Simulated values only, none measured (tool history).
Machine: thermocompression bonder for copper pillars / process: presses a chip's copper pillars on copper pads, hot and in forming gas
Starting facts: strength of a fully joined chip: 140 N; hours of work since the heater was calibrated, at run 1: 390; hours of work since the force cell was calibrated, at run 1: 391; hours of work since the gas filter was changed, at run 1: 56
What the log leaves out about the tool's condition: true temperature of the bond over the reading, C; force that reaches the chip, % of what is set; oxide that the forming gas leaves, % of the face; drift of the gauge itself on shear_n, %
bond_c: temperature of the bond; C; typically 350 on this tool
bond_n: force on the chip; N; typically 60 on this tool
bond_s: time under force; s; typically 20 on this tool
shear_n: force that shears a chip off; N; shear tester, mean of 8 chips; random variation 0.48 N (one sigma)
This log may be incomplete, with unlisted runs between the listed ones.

| run | hour | bond_c | bond_n | bond_s | hours of work since the heater was calibrated | hours of work since the force cell was calibrated | hours of work since the gas filter was changed | shear_n |
|---|---|---|---|---|---|---|---|---|
| 1 | 0.0 | 350 | 60 | 20 | 390 | 391 | 56 | 56.6 |
| 2 | 43.2 | 363 | 60 | 20 | 423 | 424 | 89 | 64.4 |
| 3 | 121.5 | 363 | 60 | 20 | 482 | 483 | 148 | 63.5 |
|  | 150.5 | forming gas filter changed |
| 4 | 163.5 | 363 | 60 | 20 | 513 | 514 | 10 | 65.6 |
| 5 | 210.6 | 377 | 60 | 20 | 549 | 550 | 45 | 73.6 |
| 6 | 281.3 | 377 | 60 | 20 | 602 | 603 | 99 | 74.6 |
| 7 | 332.9 | 377 | 60 | 20 | 641 | 642 | 138 | 73.9 |
|  | 372.6 | forming gas filter changed |
| 8 | 372.6 | 377 | 60 | 20 | 671 | 672 | 0 | 76.1 |
| 9 | 417.3 | 377 | 60 | 20 | 705 | 706 | 34 | 75.7 |
| 10 | 472.6 | 377 | 60 | 20 | 746 | 748 | 76 | 74.9 |
| 11 | 535.5 | 377 | 60 | 20 | 794 | 795 | 123 | 74.5 |
|  | 597.4 | force cell calibrated |
|  | 597.9 | forming gas filter changed |
|  | 609.0 | heater calibrated with a thermocouple chip |
| 12 | 609.0 | 350 | 36 | 20 | 0 | 7 | 7 | 41.4 |
| 13 | 670.7 | 350 | 36 | 20 | 47 | 54 | 54 | 40.7 |
| 14 | 740.9 | 350 | 56 | 20 | 100 | 107 | 107 | 52.5 |
| 15 | 796.1 | 350 | 56 | 20 | 141 | 148 | 148 | 52.0 |
|  | 827.3 | forming gas filter changed |
| 16 | 836.2 | 378 | 56 | 20 | 171 | 178 | 7 | 70.8 |
| 17 | 873.8 | 370 | 60 | 20 | 200 | 207 | 35 | 67.1 |
| 18 | 955.4 | 350 | 60 | 20 | 261 | 268 | 97 | 55.5 |
| 19 | 1038.1 | 351 | 62 | 43 | 324 | 331 | 159 | 73.7 |
|  | 1053.7 | forming gas filter changed |
| 20 | 1076.8 | 350 | 78 | 47 | 353 | 360 | 17 | 87.0 |
| 21 | 1130.0 | 364 | 41 | 41 | 393 | 400 | 58 | 68.6 |
| 22 | 1178.0 | 340 | 75 | 11 | 429 | 436 | 94 | 45.6 |
| 23 | 1252.1 | 370 | 75 | 43 | 485 | 492 | 150 | 94.7 |
|  | 1279.3 | forming gas filter changed |
| 24 | 1328.4 | 370 | 75 | 43 | 543 | 549 | 37 | 98.6 |
| 25 | 1362.1 | 370 | 54 | 18 | 568 | 575 | 63 | 63.4 |
| 26 | 1435.1 | 370 | 54 | 18 | 623 | 630 | 118 | 63.4 |
| 27 | 1487.8 | 349 | 60 | 38 | 663 | 670 | 158 | 71.0 |
|  | 1507.8 | forming gas filter changed |
| 28 | 1556.5 | 349 | 60 | 38 | 715 | 722 | 37 | 73.5 |
| 29 | 1613.7 | 379 | 85 | 20 | 758 | 765 | 80 | 88.8 |
| 30 | 1659.2 | 322 | 70 | 15 | 792 | 799 | 114 | 42.5 |
|  | 1715.2 | force cell calibrated |
|  | 1731.0 | forming gas filter changed |
| 31 | 1731.6 | 373 | 76 | 15 | 845 | 12 | 0 | 74.1 |
|  | 1739.8 | heater calibrated with a thermocouple chip |
| 32 | 1787.8 | 339 | 60 | 38 | 36 | 53 | 41 | 62.1 |
| 33 | 1843.8 | 339 | 60 | 14 | 79 | 95 | 84 | 41.7 |
| 34 | 1897.9 | 360 | 49 | 46 | 119 | 136 | 125 | 72.0 |
| 35 | 1931.6 | 360 | 49 | 46 | 145 | 162 | 150 | 73.2 |
|  | 1960.7 | forming gas filter changed |
| 36 | 2006.9 | 356 | 51 | 43 | 202 | 218 | 35 | 73.3 |

Per-run results on a tool with no hidden state, each run keeping its own random variation:
| run | shear_n |
|---|---|
| 1 | 54.2 |
| 2 | 62.1 |
| 3 | 61.6 |
| 4 | 61.7 |
| 5 | 69.9 |
| 6 | 71.3 |
| 7 | 70.9 |
| 8 | 70.5 |
| 9 | 70.5 |
| 10 | 70.1 |
| 11 | 70.0 |
| 12 | 41.6 |
| 13 | 41.1 |
| 14 | 53.2 |
| 15 | 52.9 |
| 16 | 69.7 |
| 17 | 66.2 |
| 18 | 54.8 |
| 19 | 73.7 |
| 20 | 84.5 |
| 21 | 66.5 |
| 22 | 43.9 |
| 23 | 93.8 |
| 24 | 94.8 |
| 25 | 60.0 |
| 26 | 60.3 |
| 27 | 67.9 |
| 28 | 68.3 |
| 29 | 84.2 |
| 30 | 38.6 |
| 31 | 69.3 |
| 32 | 62.1 |
| 33 | 41.7 |
| 34 | 72.8 |
| 35 | 74.1 |
| 36 | 71.9 |
